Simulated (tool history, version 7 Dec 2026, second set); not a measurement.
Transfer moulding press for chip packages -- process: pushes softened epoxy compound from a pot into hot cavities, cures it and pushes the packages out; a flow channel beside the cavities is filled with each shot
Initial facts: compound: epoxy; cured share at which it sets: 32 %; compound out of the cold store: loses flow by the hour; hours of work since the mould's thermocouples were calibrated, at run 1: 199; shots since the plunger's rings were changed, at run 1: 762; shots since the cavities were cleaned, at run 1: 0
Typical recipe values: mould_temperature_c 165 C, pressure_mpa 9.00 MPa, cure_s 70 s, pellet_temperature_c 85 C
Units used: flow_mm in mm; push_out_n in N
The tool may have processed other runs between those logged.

run     day  mould_temperature_c  pressure_mpa  cure_s  pellet_temperature_c  hours of work since the mould's thermocouples were calibrated  shots since the plunger's rings were changed  shots since the cavities were cleaned  incoming compound's hours out of the cold store  flow_mm  push_out_n
  1   0.000                  165          9.00      70                    85                                                            199                                           762                                      0                                             32.6      621         534
  2   1.529                  165          9.00      76                    85                                                            214                                          1164                                    402                                             40.5      587         591
      3.712  -- cavities cleaned with cleaning compound and waxed
  3   3.754                  165          9.00      70                    85                                                            235                                          1732                                     11                                             32.6      609         505
  4   5.379                  165          9.00      70                    85                                                            251                                          2159                                    438                                             10.8      694         737
      7.358  -- cavities cleaned with cleaning compound and waxed
  5   7.462                  165          9.00      70                    85                                                            271                                          2691                                     28                                             45.3      558         532
  6   9.779                  165          9.00      70                    85                                                            294                                          3299                                    636                                             10.6      680         749
     10.083  -- plunger's sealing rings changed
  7  11.017                  165          9.00      70                    85                                                            305                                           245                                    934                                             26.1      645         785
     11.283  -- cavities cleaned with cleaning compound and waxed
  8  12.454                  165          9.00      93                    85                                                            318                                           606                                    307                                             47.2      567         518
  9  14.454                  165          7.44      70                    85                                                            338                                          1132                                    833                                             28.1      576         748
     15.075  -- cavities cleaned with cleaning compound and waxed
 10  16.092                  165          7.44      70                    85                                                            354                                          1545                                    266                                             15.4      614         663
 11  18.346                  165          8.50      70                    85                                                            376                                          2138                                    859                                             36.7      575         743
     18.779  -- cavities cleaned with cleaning compound and waxed
 12  20.412                  165          8.50      70                    85                                                            395                                          2665                                    430                                             13.9      656         724
 13  22.042                  165          8.50      70                    85                                                            411                                          3092                                    857                                             18.0      636         759
     22.421  -- cavities cleaned with cleaning compound and waxed
     23.096  -- plunger's sealing rings changed
 14  23.400                  165          8.50      70                    85                                                            423                                            80                                    230                                             32.1      614         639
 15  25.008                  165          8.50      70                    85                                                            439                                           503                                    653                                             17.9      664         747
     26.188  -- cavities cleaned with cleaning compound and waxed
 16  26.358                  168         10.89      70                    85                                                            452                                           841                                     45                                             41.0      638         464
 17  27.329                  165          9.00     107                    85                                                            461                                          1096                                    300                                             27.7      632         485
 18  28.608                  172          9.00      70                    85                                                            474                                          1432                                    636                                             37.6      588         579
     29.425  -- mould's thermocouples calibrated
     29.925  -- cavities cleaned with cleaning compound and waxed
 19  30.142                  172          9.00      70                    85                                                              6                                          1797                                     57                                             43.4      557         418
 20  31.804                  162         10.05      51                    78                                                             23                                          2234                                    494                                             34.9      642        1802
     33.629  -- cavities cleaned with cleaning compound and waxed
 21  33.629                  170         10.05      92                    81                                                             40                                          2697                                      0                                             26.9      646         382
 22  35.342                  170         10.05      92                    81                                                             57                                          3147                                    450                                             47.5      568         490
     36.204  -- plunger's sealing rings changed
 23  36.808                  170          9.30      58                    89                                                             70                                           159                                    808                                             24.4      649         830
     37.421  -- cavities cleaned with cleaning compound and waxed
 24  38.546                  165          9.00     104                    80                                                             87                                           599                                    295                                             42.8      584         472
 25  39.846                  165          7.11      90                    85                                                             99                                           941                                    637                                             24.2      580         555
     41.196  -- cavities cleaned with cleaning compound and waxed
 26  41.233                  165          7.11      90                    85                                                            112                                          1289                                     10                                             35.1      541         408
 27  43.388                  158          9.13      82                    88                                                            134                                          1855                                    576                                             33.1      627         764

For each entry between runs, how does the tool's hidden state at the last listed run before it compare with that at the first listed run after it?
From run 2 to run 3: cavities cleaned with cleaning compound and waxed (day 3.712)
  true mould temperature over the reading, C: -0.31 -> -0.33; pressure that reaches the compound, % of what is set: 96.59 -> 94.94; grip of the stained cavities, % over clean ones': 29.1 -> 2
  measured minus no-state result, flow_mm: -10 -> -15 mm; push_out_n: +137 -> +18 N
From run 4 to run 5: cavities cleaned with cleaning compound and waxed (day 7.358)
  true mould temperature over the reading, C: -0.34 -> -0.36; pressure that reaches the compound, % of what is set: 93.74 -> 92.24; grip of the stained cavities, % over clean ones': 31.7 -> 5.2
  measured minus no-state result, flow_mm: -22 -> -23 mm; push_out_n: +186 -> +34 N
From run 6 to run 7: plunger's sealing rings changed (day 10.083)
  pressure that reaches the compound, % of what is set: 90.54 -> 99; grip of the stained cavities, % over clean ones': 37.6 -> 45.2
  measured minus no-state result, flow_mm: -33 -> -2 mm; push_out_n: +216 -> +254 N
From run 7 to run 8: cavities cleaned with cleaning compound and waxed (day 11.283)
  true mould temperature over the reading, C: -0.38 -> -0.4; pressure that reaches the compound, % of what is set: 99 -> 97.83; grip of the stained cavities, % over clean ones': 45.2 -> 26.5
  measured minus no-state result, flow_mm: -2 -> -5 mm; push_out_n: +254 -> +108 N
From run 9 to run 10: cavities cleaned with cleaning compound and waxed (day 15.075)
  true mould temperature over the reading, C: -0.41 -> -0.43; pressure that reaches the compound, % of what is set: 96.26 -> 95.2; grip of the stained cavities, % over clean ones': 44.3 -> 23.4
  measured minus no-state result, flow_mm: -10 -> -14 mm; push_out_n: +239 -> +137 N
From run 11 to run 12: cavities cleaned with cleaning compound and waxed (day 18.779)
  true mould temperature over the reading, C: -0.45 -> -0.46; pressure that reaches the compound, % of what is set: 93.46 -> 91.89; grip of the stained cavities, % over clean ones': 45.1 -> 32.2
  measured minus no-state result, flow_mm: -19 -> -27 mm; push_out_n: +240 -> +190 N
From run 13 to run 14: cavities cleaned with cleaning compound and waxed (day 22.421); plunger's sealing rings changed (day 23.096)
  true mould temperature over the reading, C: -0.48 -> -0.49; pressure that reaches the compound, % of what is set: 90.63 -> 99.71; grip of the stained cavities, % over clean ones': 44.6 -> 21.1
  measured minus no-state result, flow_mm: -31 -> +1 mm; push_out_n: +249 -> +123 N
From run 15 to run 16: cavities cleaned with cleaning compound and waxed (day 26.188)
  true mould temperature over the reading, C: -0.5 -> -0.51; pressure that reaches the compound, % of what is set: 98.45 -> 97.37; grip of the stained cavities, % over clean ones': 39.6 -> 5.6
  measured minus no-state result, flow_mm: -4 -> -8 mm; push_out_n: +227 -> +32 N
From run 18 to run 19: mould's thermocouples calibrated (day 29.425); cavities cleaned with cleaning compound and waxed (day 29.925)
  true mould temperature over the reading, C: -0.53 -> -0.13; pressure that reaches the compound, % of what is set: 95.49 -> 94.51; grip of the stained cavities, % over clean ones': 39.2 -> 6
  measured minus no-state result, flow_mm: -13 -> -16 mm; push_out_n: +168 -> +25 N
From run 20 to run 21: cavities cleaned with cleaning compound and waxed (day 33.629)
  true mould temperature over the reading, C: -0.14 -> -0.15; pressure that reaches the compound, % of what is set: 93.22 -> 91.89; grip of the stained cavities, % over clean ones': 34.1 -> 0.3
  measured minus no-state result, flow_mm: -22 -> -28 mm; push_out_n: +468 -> +1 N
From run 22 to run 23: plunger's sealing rings changed (day 36.204)
  true mould temperature over the reading, C: -0.17 -> -0.18; pressure that reaches the compound, % of what is set: 90.42 -> 99.52; grip of the stained cavities, % over clean ones': 30.5 -> 42.5
  measured minus no-state result, flow_mm: -29 -> -1 mm; push_out_n: +114 -> +253 N
From run 23 to run 24: cavities cleaned with cleaning compound and waxed (day 37.421)
  true mould temperature over the reading, C: -0.18 -> -0.19; pressure that reaches the compound, % of what is set: 99.52 -> 98.19; grip of the stained cavities, % over clean ones': 42.5 -> 23.7
  measured minus no-state result, flow_mm: -1 -> -5 mm; push_out_n: +253 -> +89 N
From run 25 to run 26: cavities cleaned with cleaning compound and waxed (day 41.196)
  true mould temperature over the reading, C: -0.2 -> -0.21; pressure that reaches the compound, % of what is set: 97.19 -> 96.05; grip of the stained cavities, % over clean ones': 37.9 -> 1.2
  measured minus no-state result, flow_mm: -8 -> -10 mm; push_out_n: +153 -> +6 N
